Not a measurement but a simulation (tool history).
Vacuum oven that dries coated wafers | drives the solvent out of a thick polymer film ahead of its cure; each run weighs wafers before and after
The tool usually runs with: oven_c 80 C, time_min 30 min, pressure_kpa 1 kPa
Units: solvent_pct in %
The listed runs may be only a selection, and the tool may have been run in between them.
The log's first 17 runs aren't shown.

run   hour  oven_c  time_min  pressure_kpa  hours of work since the thermocouples were calibrated  hours of work since the vacuum gauge was cleaned of residue  solvent_pct
 18    213      80        30          2.93                                                    218                                                          502         3.14
 19  223.1      80        30             1                                                    225                                                          508         2.67
 20  231.7      80        30             1                                                    230                                                          514         2.69
 21  246.7      80        30             1                                                    239                                                          523         2.61
 22    261      80        30             1                                                    248                                                          532          2.6
 23  268.8      80        30             1                                                    253                                                          537         2.49
 24  286.5      80        30             1                                                    264                                                          548          2.6
 25  301.6      80        30             1                                                    274                                                          558         2.64
 26  312.7      73        31             1                                                    281                                                          565         4.59
 27  329.4      85        16             1                                                    291                                                          575         4.06
 28  338.7      84        53             1                                                    297                                                          581         0.53
 29  351.6      68        33          0.63                                                    305                                                          589         6.09
 30  365.5      79        20          0.88                                                    314                                                          598         4.76
 31  382.2      69        30             1                                                    325                                                          608         6.25
     385.5  -- oven's thermocouples calibrated
 32  391.8      92        17          2.47                                                      4                                                          613         2.16
 33    407      73        28          3.36                                                     14                                                          623         6.02
 34  423.7      73        28          3.36                                                     24                                                          633         6.13

What does the tool deliver on the next run?
 35  434.8      76        24          2.34                                                     31                                                          640            ?

{"run 35": {"solvent_pct": 5.28}}
If the tool had no hidden condition, the same run with the same run-to-run variation would have returned solvent_pct 5.25 %.

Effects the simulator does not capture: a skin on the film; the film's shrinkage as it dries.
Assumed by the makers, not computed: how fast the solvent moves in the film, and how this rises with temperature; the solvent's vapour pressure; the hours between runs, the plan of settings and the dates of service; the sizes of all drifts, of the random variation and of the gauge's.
